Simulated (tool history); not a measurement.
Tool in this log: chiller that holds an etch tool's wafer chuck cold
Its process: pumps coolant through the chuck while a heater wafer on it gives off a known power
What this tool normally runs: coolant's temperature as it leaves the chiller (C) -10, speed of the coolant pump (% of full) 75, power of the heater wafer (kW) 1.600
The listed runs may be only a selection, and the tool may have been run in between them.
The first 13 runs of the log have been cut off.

| run | day | coolant's temperature as it leaves the chiller (C) | speed of the coolant pump (% of full) | power of the heater wafer (kW) | chuck's temperature once it has settled (C) | how much warmer the coolant comes back (C) |
|---|---|---|---|---|---|---|
| 14 | 51.833 | -10 | 94 | 1.600 | 6.3 | 4.19 |
|  | 52.242 | chiller's thermometer calibrated |
| 15 | 55.429 | -10 | 84 | 1.600 | 8.1 | 4.62 |
| 16 | 61.442 | -10 | 99 | 1.600 | 5.9 | 3.96 |
| 17 | 67.579 | -6 | 75 | 1.600 | 14.2 | 5.24 |
| 18 | 70.333 | -13 | 75 | 1.137 | 1.7 | 3.70 |
| 19 | 74.862 | -10 | 96 | 1.867 | 9.4 | 4.84 |
| 20 | 79.038 | -12 | 75 | 0.999 | 1.1 | 3.37 |
|  | 84.388 | chiller's thermometer calibrated, once more |
|  | 85.200 | coolant changed, channels flushed |
| 21 | 85.588 | -12 | 75 | 0.999 | -1.0 | 3.38 |
| 22 | 89.025 | -12 | 75 | 0.999 | -1.0 | 3.37 |
| 23 | 93.112 | -12 | 75 | 0.999 | -1.0 | 3.31 |
| 24 | 97.846 | -8 | 75 | 0.999 | 3.2 | 3.35 |
| 25 | 102.933 | -10 | 72 | 1.263 | 4.7 | 4.45 |
|  | 104.608 | coolant pump overhauled |
| 26 | 107.046 | -10 | 82 | 1.734 | 6.8 | 4.83 |
| 27 | 110.312 | -10 | 67 | 1.600 | 8.4 | 5.48 |
| 28 | 113.458 | -10 | 67 | 1.600 | 8.5 | 5.43 |
| 29 | 119.038 | -10 | 74 | 1.600 | 7.0 | 4.89 |
| 30 | 122.096 | -10 | 74 | 1.600 | 7.0 | 4.93 |
| 31 | 126.404 | -10 | 74 | 1.600 | 7.5 | 4.99 |

5 options for the next run, each taken on its own from the tool as it stands now. Forecast them:
| A | 131.717 | -20 | 74 | 1.600 | ? | ? |
| B | 131.717 | -10 | 75 | 1.068 | ? | ? |
| C | 131.717 | -10 | 90 | 1.600 | ? | ? |
| D | 131.717 | -10 | 73 | 1.600 | ? | ? |
| E | 131.717 | -11 | 74 | 1.600 | ? | ? |

| run | chuck's temperature once it has settled (C) | how much warmer the coolant comes back (C) |
|---|---|---|
| A | -2.5 | 5.01 |
| B | 1.5 | 3.27 |
| C | 4.7 | 4.11 |
| D | 7.7 | 5.10 |
| E | 6.7 | 5.02 |
Stripped of hidden state, with their random variation kept, the same runs would have yielded:
| run | chuck's temperature once it has settled (C) | how much warmer the coolant comes back (C) |
|---|---|---|
| A | -3.6 | 4.89 |
| B | 0.7 | 3.19 |
| C | 3.7 | 4.01 |
| D | 6.5 | 4.98 |
| E | 5.6 | 4.90 |
